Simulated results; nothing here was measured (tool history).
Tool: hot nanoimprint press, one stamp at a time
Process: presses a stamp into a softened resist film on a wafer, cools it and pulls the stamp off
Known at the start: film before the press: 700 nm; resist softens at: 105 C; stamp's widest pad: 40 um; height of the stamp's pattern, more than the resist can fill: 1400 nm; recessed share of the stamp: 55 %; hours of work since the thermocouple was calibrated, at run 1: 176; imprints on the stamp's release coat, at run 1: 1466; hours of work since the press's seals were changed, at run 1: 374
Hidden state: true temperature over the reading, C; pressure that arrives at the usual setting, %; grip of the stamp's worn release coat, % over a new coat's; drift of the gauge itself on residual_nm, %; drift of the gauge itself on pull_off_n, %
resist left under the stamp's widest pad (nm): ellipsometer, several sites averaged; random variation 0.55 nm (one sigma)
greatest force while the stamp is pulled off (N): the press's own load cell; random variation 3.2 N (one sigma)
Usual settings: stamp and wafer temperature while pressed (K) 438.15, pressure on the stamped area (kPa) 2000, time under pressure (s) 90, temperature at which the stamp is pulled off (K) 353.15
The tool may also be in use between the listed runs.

| run | hour | stamp and wafer temperature while pressed (K) | pressure on the stamped area (kPa) | time under pressure (s) | temperature at which the stamp is pulled off (K) | hours of work since the thermocouple was calibrated | imprints on the stamp's release coat | hours of work since the press's seals were changed | resist left under the stamp's widest pad (nm) | greatest force while the stamp is pulled off (N) |
|---|---|---|---|---|---|---|---|---|---|---|
| 1 | 0.0 | 438.15 | 2000 | 90 | 353.15 | 176 | 1466 | 374 | 385.3 | 214 |
| 2 | 78.6 | 438.15 | 2000 | 90 | 353.15 | 224 | 1650 | 422 | 382.2 | 225 |
|  | 155.6 | plate thermocouple calibrated |
| 3 | 155.6 | 438.15 | 2000 | 90 | 353.15 | 0 | 1824 | 467 | 374.4 | 229 |
| 4 | 199.9 | 438.15 | 2000 | 90 | 353.15 | 27 | 1928 | 494 | 372.3 | 241 |
| 5 | 259.5 | 438.15 | 2000 | 90 | 353.15 | 64 | 2068 | 531 | 372.0 | 245 |
| 6 | 313.1 | 438.15 | 2000 | 90 | 353.15 | 96 | 2193 | 564 | 370.2 | 245 |
| 7 | 386.3 | 438.15 | 2000 | 156 | 353.15 | 141 | 2365 | 608 | 309.7 | 257 |
|  | 419.1 | stamp cleaned and given a new release coat |
|  | 449.2 | plate thermocouple calibrated, once more |
| 8 | 460.3 | 438.15 | 2000 | 156 | 353.15 | 7 | 90 | 648 | 333.8 | 153 |
|  | 529.3 | press's hydraulic seals changed and the load cell set to zero |
| 9 | 543.0 | 438.15 | 2000 | 156 | 353.15 | 52 | 265 | 8 | 323.9 | 169 |
| 10 | 589.3 | 438.15 | 2000 | 156 | 353.15 | 81 | 374 | 37 | 322.6 | 172 |
| 11 | 674.4 | 438.15 | 2980 | 90 | 353.15 | 133 | 573 | 89 | 307.6 | 182 |
| 12 | 738.5 | 438.15 | 2980 | 90 | 353.15 | 172 | 724 | 128 | 306.8 | 176 |
| 13 | 810.1 | 438.15 | 2980 | 90 | 353.15 | 216 | 892 | 172 | 305.9 | 190 |
| 14 | 854.2 | 438.15 | 2980 | 90 | 353.15 | 243 | 995 | 199 | 305.0 | 193 |
|  | 900.8 | plate thermocouple calibrated |
| 15 | 907.9 | 434.15 | 2000 | 90 | 353.15 | 4 | 1114 | 230 | 434.3 | 208 |
| 16 | 958.9 | 434.15 | 2000 | 90 | 353.15 | 36 | 1234 | 261 | 433.7 | 207 |
| 17 | 1032.9 | 434.15 | 2000 | 177 | 355.15 | 81 | 1408 | 307 | 353.5 | 217 |
| 18 | 1075.0 | 438.15 | 2000 | 108 | 343.15 | 107 | 1506 | 332 | 359.3 | 239 |
| 19 | 1117.5 | 438.15 | 3110 | 137 | 346.15 | 133 | 1606 | 358 | 260.3 | 242 |
| 20 | 1181.6 | 438.15 | 2000 | 130 | 360.15 | 172 | 1757 | 398 | 336.3 | 219 |
| 21 | 1229.0 | 438.15 | 2000 | 158 | 353.15 | 201 | 1868 | 427 | 315.8 | 231 |
| 22 | 1267.8 | 438.15 | 2000 | 158 | 353.15 | 225 | 1959 | 450 | 314.6 | 246 |
|  | 1345.3 | plate thermocouple calibrated |
| 23 | 1361.5 | 438.15 | 2000 | 158 | 353.15 | 10 | 2172 | 506 | 328.4 | 260 |
| 24 | 1415.9 | 438.15 | 2000 | 158 | 353.15 | 43 | 2299 | 539 | 327.3 | 260 |
| 25 | 1458.4 | 447.15 | 1260 | 158 | 342.15 | 69 | 2399 | 565 | 312.4 | 288 |
|  | 1477.4 | stamp cleaned and given a new release coat |
| 26 | 1543.4 | 447.15 | 1260 | 158 | 342.15 | 118 | 155 | 614 | 312.1 | 168 |
| 27 | 1603.8 | 443.15 | 2410 | 107 | 353.15 | 155 | 296 | 651 | 281.7 | 164 |
|  | 1667.2 | press's hydraulic seals changed and the load cell set to zero |
| 28 | 1700.6 | 437.15 | 2000 | 103 | 353.15 | 209 | 505 | 20 | 372.8 | 174 |
| 29 | 1762.1 | 438.15 | 2090 | 90 | 353.15 | 247 | 649 | 58 | 366.1 | 178 |
|  | 1806.6 | plate thermocouple calibrated |
| 30 | 1837.2 | 446.15 | 2090 | 107 | 341.15 | 19 | 818 | 102 | 275.5 | 201 |

Forecast each of these 3 alternatives for the next run:
| A | 1899.3 | 446.15 | 1520 | 107 | 341.15 | 57 | 964 | 140 | ? | ? |
| B | 1899.3 | 446.15 | 2090 | 78 | 349.15 | 57 | 964 | 140 | ? | ? |
| C | 1899.3 | 438.15 | 1500 | 57 | 353.15 | 57 | 964 | 140 | ? | ? |

| run | resist left under the stamp's widest pad (nm) | greatest force while the stamp is pulled off (N) |
|---|---|---|
| A | 327.9 | 203 |
| B | 304.6 | 208 |
| C | 492.1 | 192 |
Without the tool's hidden state the same runs would have given:
| run | resist left under the stamp's widest pad (nm) | greatest force while the stamp is pulled off (N) |
|---|---|---|
| A | 329.9 | 158 |
| B | 306.2 | 162 |
| C | 494.6 | 150 |
